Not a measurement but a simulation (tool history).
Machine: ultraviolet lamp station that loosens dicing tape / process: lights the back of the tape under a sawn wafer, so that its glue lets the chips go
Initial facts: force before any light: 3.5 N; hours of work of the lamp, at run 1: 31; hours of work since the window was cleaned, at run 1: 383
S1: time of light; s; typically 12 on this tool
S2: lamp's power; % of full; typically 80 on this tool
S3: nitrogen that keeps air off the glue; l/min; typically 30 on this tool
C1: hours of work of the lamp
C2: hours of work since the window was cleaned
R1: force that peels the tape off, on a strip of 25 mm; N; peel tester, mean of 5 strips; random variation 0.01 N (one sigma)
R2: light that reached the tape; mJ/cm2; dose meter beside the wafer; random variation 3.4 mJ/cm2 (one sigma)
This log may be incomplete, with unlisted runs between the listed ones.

{"run": 1, "hour": 0.0, "S1": 12, "S2": 80, "S3": 30, "C1": 31, "C2": 383, "R1": 0.587, "R2": 466}
{"run": 2, "hour": 14.7, "S1": 12, "S2": 80, "S3": 30, "C1": 39, "C2": 390, "R1": 0.6, "R2": 466}
{"run": 3, "hour": 28.1, "S1": 12, "S2": 80, "S3": 30, "C1": 46, "C2": 397, "R1": 0.585, "R2": 465}
{"run": 4, "hour": 55.7, "S1": 12, "S2": 80, "S3": 30, "C1": 60, "C2": 412, "R1": 0.598, "R2": 457}
{"hour": 61.9, "done": "window cleaned of glue's vapour"}
{"run": 5, "hour": 69.1, "S1": 12, "S2": 80, "S3": 9, "C1": 67, "C2": 4, "R1": 1.239, "R2": 424}
{"run": 6, "hour": 89.6, "S1": 12, "S2": 80, "S3": 9, "C1": 78, "C2": 14, "R1": 1.227, "R2": 425}
{"run": 7, "hour": 119.8, "S1": 12, "S2": 80, "S3": 42, "C1": 93, "C2": 30, "R1": 0.581, "R2": 419}
{"run": 8, "hour": 140.6, "S1": 12, "S2": 80, "S3": 42, "C1": 104, "C2": 41, "R1": 0.597, "R2": 418}
{"run": 9, "hour": 161.8, "S1": 12, "S2": 80, "S3": 30, "C1": 115, "C2": 52, "R1": 0.702, "R2": 411}
{"run": 10, "hour": 180.8, "S1": 12, "S2": 80, "S3": 30, "C1": 125, "C2": 62, "R1": 0.723, "R2": 408}
{"run": 11, "hour": 197.8, "S1": 12, "S2": 80, "S3": 30, "C1": 134, "C2": 71, "R1": 0.712, "R2": 404}
{"hour": 219.1, "done": "window cleaned of glue's vapour, once more"}
{"run": 12, "hour": 222.8, "S1": 12, "S2": 80, "S3": 30, "C1": 147, "C2": 2, "R1": 0.548, "R2": 503}
{"run": 13, "hour": 253.5, "S1": 12, "S2": 80, "S3": 30, "C1": 163, "C2": 18, "R1": 0.536, "R2": 490}
{"run": 14, "hour": 272.3, "S1": 12, "S2": 80, "S3": 30, "C1": 172, "C2": 28, "R1": 0.545, "R2": 490}
{"run": 15, "hour": 291.0, "S1": 12, "S2": 80, "S3": 30, "C1": 182, "C2": 37, "R1": 0.555, "R2": 489}
{"run": 16, "hour": 304.0, "S1": 9, "S2": 80, "S3": 30, "C1": 189, "C2": 44, "R1": 0.871, "R2": 365}
{"run": 17, "hour": 317.5, "S1": 9, "S2": 80, "S3": 30, "C1": 196, "C2": 51, "R1": 0.867, "R2": 361}
{"run": 18, "hour": 340.1, "S1": 12, "S2": 80, "S3": 30, "C1": 208, "C2": 63, "R1": 0.57, "R2": 472}
{"run": 19, "hour": 358.1, "S1": 8, "S2": 80, "S3": 30, "C1": 217, "C2": 72, "R1": 1.042, "R2": 318}
{"run": 20, "hour": 384.1, "S1": 8, "S2": 80, "S3": 30, "C1": 231, "C2": 86, "R1": 1.049, "R2": 308}
{"run": 21, "hour": 400.7, "S1": 8, "S2": 80, "S3": 30, "C1": 239, "C2": 95, "R1": 1.066, "R2": 306}
{"run": 22, "hour": 428.6, "S1": 8, "S2": 80, "S3": 30, "C1": 254, "C2": 109, "R1": 0.997, "R2": 306}
{"run": 23, "hour": 450.9, "S1": 8, "S2": 68, "S3": 35, "C1": 265, "C2": 121, "R1": 1.203, "R2": 256}
{"run": 24, "hour": 472.5, "S1": 8, "S2": 68, "S3": 35, "C1": 277, "C2": 132, "R1": 1.204, "R2": 256}
{"run": 25, "hour": 486.7, "S1": 10, "S2": 80, "S3": 40, "C1": 284, "C2": 139, "R1": 0.697, "R2": 364}
{"run": 26, "hour": 502.5, "S1": 9, "S2": 87, "S3": 40, "C1": 292, "C2": 148, "R1": 0.75, "R2": 355}
{"run": 27, "hour": 524.2, "S1": 9, "S2": 87, "S3": 40, "C1": 304, "C2": 159, "R1": 0.753, "R2": 349}
{"run": 28, "hour": 545.1, "S1": 9, "S2": 97, "S3": 40, "C1": 314, "C2": 170, "R1": 0.657, "R2": 387}
{"run": 29, "hour": 565.0, "S1": 9, "S2": 97, "S3": 56, "C1": 325, "C2": 180, "R1": 0.584, "R2": 378}
{"run": 30, "hour": 589.0, "S1": 9, "S2": 85, "S3": 56, "C1": 337, "C2": 193, "R1": 0.711, "R2": 337}
{"run": 31, "hour": 610.6, "S1": 9, "S2": 65, "S3": 56, "C1": 349, "C2": 204, "R1": 0.993, "R2": 250}
{"run": 32, "hour": 625.2, "S1": 9, "S2": 65, "S3": 21, "C1": 356, "C2": 211, "R1": 1.497, "R2": 251}
{"run": 33, "hour": 647.4, "S1": 15, "S2": 60, "S3": 29, "C1": 368, "C2": 223, "R1": 0.821, "R2": 380}
{"run": 34, "hour": 672.5, "S1": 17, "S2": 76, "S3": 10, "C1": 381, "C2": 236, "R1": 0.927, "R2": 545}
{"run": 35, "hour": 690.9, "S1": 17, "S2": 76, "S3": 10, "C1": 390, "C2": 246, "R1": 0.952, "R2": 532}
{"run": 36, "hour": 716.9, "S1": 20, "S2": 93, "S3": 20, "C1": 404, "C2": 259, "R1": 0.337, "R2": 753}
{"run": 37, "hour": 742.5, "S1": 12, "S2": 86, "S3": 51, "C1": 417, "C2": 272, "R1": 0.542, "R2": 409}
{"run": 38, "hour": 770.1, "S1": 20, "S2": 80, "S3": 25, "C1": 432, "C2": 287, "R1": 0.408, "R2": 633}
{"run": 39, "hour": 785.6, "S1": 12, "S2": 65, "S3": 19, "C1": 440, "C2": 295, "R1": 1.273, "R2": 305}
{"run": 40, "hour": 812.0, "S1": 18, "S2": 94, "S3": 12, "C1": 453, "C2": 309, "R1": 0.633, "R2": 644}
{"run": 41, "hour": 832.5, "S1": 11, "S2": 78, "S3": 35, "C1": 464, "C2": 319, "R1": 0.895, "R2": 323}
{"run": 42, "hour": 854.1, "S1": 24, "S2": 93, "S3": 35, "C1": 475, "C2": 331, "R1": 0.197, "R2": 836}
{"run": 43, "hour": 883.5, "S1": 24, "S2": 77, "S3": 35, "C1": 491, "C2": 346, "R1": 0.266, "R2": 677}

Alternative continuations, all from the tool just after run 43; predict every row:
{"run": "A", "hour": 908.8, "S1": 24, "S2": 61, "S3": 35, "C1": 504, "C2": 359, "R1": "?", "R2": "?"}
{"run": "B", "hour": 908.8, "S1": 19, "S2": 90, "S3": 12, "C1": 504, "C2": 359, "R1": "?", "R2": "?"}
{"run": "C", "hour": 908.8, "S1": 12, "S2": 67, "S3": 34, "C1": 504, "C2": 359, "R1": "?", "R2": "?"}

run=A R1=0.436 R2=539
run=B R1=0.646 R2=614
run=C R1=1.024 R2=297
With the hidden condition removed and each run's random variation left untouched, the same runs would have given:
run=A R1=0.214 R2=841
run=B R1=0.310 R2=959
run=C R1=0.562 R2=462
